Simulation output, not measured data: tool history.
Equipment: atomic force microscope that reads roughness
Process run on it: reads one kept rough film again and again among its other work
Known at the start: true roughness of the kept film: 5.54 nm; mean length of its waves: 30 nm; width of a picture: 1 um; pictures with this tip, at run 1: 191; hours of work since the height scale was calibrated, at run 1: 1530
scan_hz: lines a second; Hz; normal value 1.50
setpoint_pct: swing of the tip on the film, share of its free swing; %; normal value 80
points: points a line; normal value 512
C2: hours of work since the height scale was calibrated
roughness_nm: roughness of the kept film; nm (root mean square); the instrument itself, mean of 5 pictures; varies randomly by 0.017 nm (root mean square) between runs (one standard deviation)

run 1 day=0.000 | scan_hz=1.50 setpoint_pct=80 points=512 | pictures_with_this_tip=191 C2=1530 | roughness_nm=3.679
run 2 day=1.225 | scan_hz=1.50 setpoint_pct=80 points=512 | pictures_with_this_tip=224 C2=1548 | roughness_nm=3.554
-- day=2.904 new tip fitted
run 3 day=3.396 | scan_hz=1.50 setpoint_pct=80 points=512 | pictures_with_this_tip=13 C2=1581 | roughness_nm=4.192
run 4 day=6.038 | scan_hz=1.50 setpoint_pct=80 points=512 | pictures_with_this_tip=83 C2=1621 | roughness_nm=3.926
run 5 day=7.321 | scan_hz=1.50 setpoint_pct=67 points=512 | pictures_with_this_tip=117 C2=1640 | roughness_nm=4.025
run 6 day=8.596 | scan_hz=1.50 setpoint_pct=80 points=258 | pictures_with_this_tip=151 C2=1659 | roughness_nm=3.658
run 7 day=11.067 | scan_hz=1.50 setpoint_pct=80 points=258 | pictures_with_this_tip=217 C2=1696 | roughness_nm=3.431
-- day=12.842 new tip fitted
run 8 day=13.046 | scan_hz=1.50 setpoint_pct=80 points=258 | pictures_with_this_tip=5 C2=1726 | roughness_nm=4.165
run 9 day=14.208 | scan_hz=1.50 setpoint_pct=80 points=258 | pictures_with_this_tip=36 C2=1743 | roughness_nm=4.022
run 10 day=16.221 | scan_hz=1.50 setpoint_pct=61 points=512 | pictures_with_this_tip=90 C2=1774 | roughness_nm=4.199
run 11 day=18.917 | scan_hz=1.50 setpoint_pct=61 points=512 | pictures_with_this_tip=161 C2=1814 | roughness_nm=3.934
run 12 day=20.138 | scan_hz=1.05 setpoint_pct=61 points=512 | pictures_with_this_tip=193 C2=1833 | roughness_nm=3.886
run 13 day=21.700 | scan_hz=1.50 setpoint_pct=56 points=512 | pictures_with_this_tip=235 C2=1856 | roughness_nm=3.746
-- day=22.904 new tip fitted
run 14 day=22.958 | scan_hz=1.50 setpoint_pct=56 points=428 | pictures_with_this_tip=1 C2=1875 | roughness_nm=4.622
run 15 day=24.967 | scan_hz=1.50 setpoint_pct=56 points=428 | pictures_with_this_tip=55 C2=1905 | roughness_nm=4.403
run 16 day=26.729 | scan_hz=1.50 setpoint_pct=56 points=428 | pictures_with_this_tip=101 C2=1932 | roughness_nm=4.234
run 17 day=28.762 | scan_hz=1.50 setpoint_pct=80 points=512 | pictures_with_this_tip=155 C2=1963 | roughness_nm=3.640
run 18 day=30.742 | scan_hz=1.50 setpoint_pct=80 points=512 | pictures_with_this_tip=208 C2=1992 | roughness_nm=3.516
run 19 day=32.654 | scan_hz=1.50 setpoint_pct=80 points=512 | pictures_with_this_tip=258 C2=2021 | roughness_nm=3.333
-- day=33.025 new tip fitted
run 20 day=34.438 | scan_hz=1.50 setpoint_pct=80 points=512 | pictures_with_this_tip=37 C2=2048 | roughness_nm=4.113
run 21 day=36.258 | scan_hz=1.50 setpoint_pct=80 points=525 | pictures_with_this_tip=85 C2=2075 | roughness_nm=3.970
-- day=36.483 height scale calibrated on a step standard
run 22 day=38.062 | scan_hz=1.50 setpoint_pct=62 points=512 | pictures_with_this_tip=132 C2=24 | roughness_nm=4.092
run 23 day=40.875 | scan_hz=1.50 setpoint_pct=62 points=512 | pictures_with_this_tip=206 C2=66 | roughness_nm=3.868
run 24 day=42.521 | scan_hz=1.50 setpoint_pct=80 points=512 | pictures_with_this_tip=250 C2=91 | roughness_nm=3.443
-- day=43.104 new tip fitted
run 25 day=45.262 | scan_hz=1.50 setpoint_pct=80 points=512 | pictures_with_this_tip=57 C2=132 | roughness_nm=4.044
run 26 day=47.583 | scan_hz=1.50 setpoint_pct=80 points=512 | pictures_with_this_tip=118 C2=167 | roughness_nm=3.837
run 27 day=49.467 | scan_hz=0.63 setpoint_pct=74 points=873 | pictures_with_this_tip=168 C2=195 | roughness_nm=3.988
run 28 day=50.800 | scan_hz=1.05 setpoint_pct=82 points=788 | pictures_with_this_tip=204 C2=216 | roughness_nm=3.665
run 29 day=52.438 | scan_hz=1.50 setpoint_pct=68 points=512 | pictures_with_this_tip=247 C2=240 | roughness_nm=3.682
-- day=53.142 new tip fitted
-- day=53.558 height scale calibrated on a step standard, once more
run 30 day=54.550 | scan_hz=1.50 setpoint_pct=68 points=633 | pictures_with_this_tip=36 C2=15 | roughness_nm=4.225
run 31 day=57.304 | scan_hz=3.86 setpoint_pct=59 points=1022 | pictures_with_this_tip=109 C2=56 | roughness_nm=3.896
run 32 day=59.142 | scan_hz=3.86 setpoint_pct=59 points=1022 | pictures_with_this_tip=158 C2=84 | roughness_nm=3.707
run 33 day=60.621 | scan_hz=3.86 setpoint_pct=76 points=257 | pictures_with_this_tip=197 C2=106 | roughness_nm=3.073
run 34 day=61.862 | scan_hz=0.60 setpoint_pct=80 points=512 | pictures_with_this_tip=230 C2=125 | roughness_nm=3.655
-- day=63.129 new tip fitted
run 35 day=64.292 | scan_hz=0.60 setpoint_pct=80 points=512 | pictures_with_this_tip=31 C2=162 | roughness_nm=4.340
run 36 day=66.042 | scan_hz=0.60 setpoint_pct=80 points=512 | pictures_with_this_tip=77 C2=188 | roughness_nm=4.151
run 37 day=68.283 | scan_hz=0.54 setpoint_pct=61 points=499 | pictures_with_this_tip=136 C2=222 | roughness_nm=4.076
run 38 day=69.467 | scan_hz=2.37 setpoint_pct=80 points=838 | pictures_with_this_tip=168 C2=240 | roughness_nm=3.312
run 39 day=71.008 | scan_hz=0.50 setpoint_pct=80 points=292 | pictures_with_this_tip=209 C2=263 | roughness_nm=3.674
run 40 day=72.625 | scan_hz=1.03 setpoint_pct=56 points=344 | pictures_with_this_tip=251 C2=287 | roughness_nm=3.627
-- day=73.133 new tip fitted
run 41 day=74.762 | scan_hz=1.03 setpoint_pct=56 points=344 | pictures_with_this_tip=43 C2=319 | roughness_nm=4.377
run 42 day=77.483 | scan_hz=1.03 setpoint_pct=60 points=344 | pictures_with_this_tip=115 C2=360 | roughness_nm=4.092
run 43 day=79.604 | scan_hz=1.03 setpoint_pct=60 points=344 | pictures_with_this_tip=172 C2=392 | roughness_nm=3.846
run 44 day=81.067 | scan_hz=1.03 setpoint_pct=60 points=344 | pictures_with_this_tip=210 C2=414 | roughness_nm=3.732
run 45 day=82.975 | scan_hz=1.03 setpoint_pct=60 points=344 | pictures_with_this_tip=261 C2=443 | roughness_nm=3.579
-- day=83.146 new tip fitted
run 46 day=85.171 | scan_hz=1.03 setpoint_pct=67 points=629 | pictures_with_this_tip=54 C2=476 | roughness_nm=4.220
run 47 day=86.746 | scan_hz=2.17 setpoint_pct=80 points=512 | pictures_with_this_tip=95 C2=499 | roughness_nm=3.584
run 48 day=88.054 | scan_hz=2.13 setpoint_pct=80 points=678 | pictures_with_this_tip=130 C2=519 | roughness_nm=3.497
run 49 day=90.767 | scan_hz=1.50 setpoint_pct=71 points=746 | pictures_with_this_tip=202 C2=560 | roughness_nm=3.588
run 50 day=92.417 | scan_hz=1.48 setpoint_pct=60 points=470 | pictures_with_this_tip=245 C2=585 | roughness_nm=3.587
-- day=93.217 new tip fitted
run 51 day=95.042 | scan_hz=1.57 setpoint_pct=80 points=512 | pictures_with_this_tip=48 C2=624 | roughness_nm=3.996
run 52 day=97.638 | scan_hz=1.57 setpoint_pct=80 points=512 | pictures_with_this_tip=117 C2=663 | roughness_nm=3.749

Take each entry between the runs: how does the hidden state at the last listed run before it differ from the hidden state at the first listed run after it?
Run 2 -> run 3: new tip fitted (day 2.904)
  radius of the tip, nm: 16.6 -> 8; height scale over the true one, %: 2.11 -> 2.15
  measured less the result without the state, roughness_nm: -0.621 -> +0.007 nm (root mean square)
Run 7 -> run 8: new tip fitted (day 12.842)
  radius of the tip, nm: 18 -> 7.8; height scale over the true one, %: 2.3 -> 2.33
  measured less the result without the state, roughness_nm: -0.689 -> +0.029 nm (root mean square)
Run 13 -> run 14: new tip fitted (day 22.904)
  radius of the tip, nm: 19.1 -> 7.6; height scale over the true one, %: 2.49 -> 2.51
  measured less the result without the state, roughness_nm: -0.826 -> +0.056 nm (root mean square)
Run 19 -> run 20: new tip fitted (day 33.025)
  radius of the tip, nm: 20.3 -> 8.8; height scale over the true one, %: 2.69 -> 2.73
  measured less the result without the state, roughness_nm: -0.806 -> -0.042 nm (root mean square)
Run 21 -> run 22: height scale calibrated on a step standard (day 36.483)
  radius of the tip, nm: 11.3 -> 13.2; height scale over the true one, %: 2.76 -> 3.38
  measured less the result without the state, roughness_nm: -0.235 -> -0.379 nm (root mean square)
Run 24 -> run 25: new tip fitted (day 43.104)
  radius of the tip, nm: 19 -> 10.2; height scale over the true one, %: 3.47 -> 3.52
  measured less the result without the state, roughness_nm: -0.711 -> -0.121 nm (root mean square)
Run 29 -> run 30: new tip fitted (day 53.142); height scale calibrated on a step standard, once more (day 53.558)
  radius of the tip, nm: 19.1 -> 9; height scale over the true one, %: 3.66 -> -0.07
  measured less the result without the state, roughness_nm: -0.764 -> -0.177 nm (root mean square)
Run 34 -> run 35: new tip fitted (day 63.129)
  radius of the tip, nm: 18.2 -> 8.7; height scale over the true one, %: 0.07 -> 0.11
  measured less the result without the state, roughness_nm: -0.848 -> -0.149 nm (root mean square)
Run 40 -> run 41: new tip fitted (day 73.133)
  radius of the tip, nm: 20.1 -> 9.6; height scale over the true one, %: 0.28 -> 0.32
  measured less the result without the state, roughness_nm: -0.973 -> -0.224 nm (root mean square)
Run 45 -> run 46: new tip fitted (day 83.146)
  radius of the tip, nm: 20.3 -> 10.6; height scale over the true one, %: 0.47 -> 0.51
  measured less the result without the state, roughness_nm: -0.964 -> -0.290 nm (root mean square)
Run 50 -> run 51: new tip fitted (day 93.217)
  radius of the tip, nm: 19.8 -> 9.5; height scale over the true one, %: 0.65 -> 0.7
  measured less the result without the state, roughness_nm: -0.926 -> -0.179 nm (root mean square)
